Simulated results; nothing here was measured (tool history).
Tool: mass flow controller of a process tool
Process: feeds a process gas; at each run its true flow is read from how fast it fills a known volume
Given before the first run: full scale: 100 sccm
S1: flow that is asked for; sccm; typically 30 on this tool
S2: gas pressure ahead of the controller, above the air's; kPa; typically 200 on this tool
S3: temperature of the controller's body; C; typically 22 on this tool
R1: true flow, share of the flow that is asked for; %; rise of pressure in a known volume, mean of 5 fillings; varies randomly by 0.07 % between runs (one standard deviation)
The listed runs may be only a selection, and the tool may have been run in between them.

| run | day | S1 | S2 | S3 | R1 |
|---|---|---|---|---|---|
| 1 | 0 | 30 | 200 | 22 | 98.8 |
| 2 | 1.475 | 30 | 200 | 22 | 98.79 |
| 3 | 3.617 | 30 | 200 | 22 | 98.93 |
| 4 | 5.325 | 11 | 200 | 22 | 98.78 |
| 5 | 7.575 | 21 | 200 | 22 | 98.8 |
| 6 | 9.958 | 30 | 200 | 22 | 98.81 |
| 7 | 11.704 | 14 | 200 | 22 | 98.79 |
| 8 | 13.671 | 30 | 200 | 22 | 98.76 |
| 9 | 15.112 | 30 | 200 | 22 | 98.87 |
| 10 | 17.029 | 30 | 200 | 22 | 98.67 |
| 11 | 20.042 | 30 | 154 | 22 | 98.62 |
| 12 | 22.175 | 30 | 200 | 22 | 98.81 |
| 13 | 25.125 | 54 | 200 | 22 | 99.33 |
| 14 | 27.433 | 30 | 200 | 22 | 98.91 |
| 15 | 30.471 | 30 | 200 | 29 | 99.39 |
| 16 | 32.229 | 30 | 200 | 29 | 99.4 |
| 17 | 33.692 | 82 | 200 | 22 | 99.67 |
| 18 | 35.979 | 82 | 200 | 22 | 99.59 |
| 19 | 37.571 | 82 | 200 | 22 | 99.74 |
| 20 | 40.733 | 82 | 200 | 22 | 99.58 |
| 21 | 42.55 | 30 | 200 | 22 | 98.85 |
| 22 | 45.271 | 30 | 200 | 22 | 98.89 |
| 23 | 46.783 | 49 | 269 | 23 | 99.66 |
| 24 | 48.825 | 32 | 218 | 23 | 99.15 |
| 25 | 51.775 | 98 | 218 | 23 | 100.02 |
| 26 | 53.588 | 31 | 209 | 35 | 99.88 |
| 27 | 55.121 | 43 | 200 | 24 | 99.34 |
| 28 | 57.375 | 43 | 200 | 24 | 99.23 |
| 29 | 59.258 | 43 | 200 | 24 | 99.28 |
| 30 | 62.062 | 31 | 200 | 20 | 98.79 |
| 31 | 64.462 | 61 | 153 | 36 | 100.12 |
| 32 | 66.288 | 42 | 263 | 39 | 100.71 |
| 33 | 67.721 | 53 | 200 | 25 | 99.64 |
| 34 | 69.05 | 53 | 200 | 25 | 99.44 |
| 35 | 71.246 | 53 | 200 | 25 | 99.56 |
| 36 | 73.071 | 53 | 200 | 25 | 99.58 |
| 37 | 75.079 | 22 | 199 | 39 | 100.3 |
| 38 | 77.854 | 23 | 275 | 32 | 100.04 |
| 39 | 79.992 | 60 | 226 | 23 | 99.52 |
| 40 | 82.521 | 15 | 218 | 22 | 99.24 |
| 41 | 84.846 | 30 | 271 | 24 | 99.49 |
| 42 | 87.667 | 30 | 227 | 24 | 99.39 |
| 43 | 88.954 | 45 | 256 | 29 | 100.05 |

Pick out some run-to-run changes in R1. Of each, how much would a tool without hidden state show as well, from the settings, what came in and chance, and how much is left for the hidden state and any gauge scatter not in both results compared?
Hidden state at play: flow at rest that the sensor doesn't see, % of full scale; true flow over the shown one, %; drift of the gauge itself on true_pct, %.
Run 24 -> 25: S1 32 -> 98. R1 +0.87 %: hidden state -0.11, all else +0.98.
Run 30 -> 31: S1 31 -> 61, S2 200 -> 153, S3 20 -> 36. R1 +1.33 %: hidden state -0.08, all else +1.41.
Run 32 -> 33: S1 42 -> 53, S2 263 -> 200, S3 39 -> 25. R1 -1.07 %: hidden state -0.02, all else -1.05.
Run 36 -> 37: S1 53 -> 22, S2 200 -> 199, S3 25 -> 39. R1 +0.72 %: hidden state +0.18, all else +0.54.
Run 39 -> 40: S1 60 -> 15, S2 226 -> 218, S3 23 -> 22. R1 -0.28 %: hidden state +0.33, all else -0.61.
Run 40 -> 41: S1 15 -> 30, S2 218 -> 271, S3 22 -> 24. R1 +0.25 %: hidden state -0.21, all else +0.46.
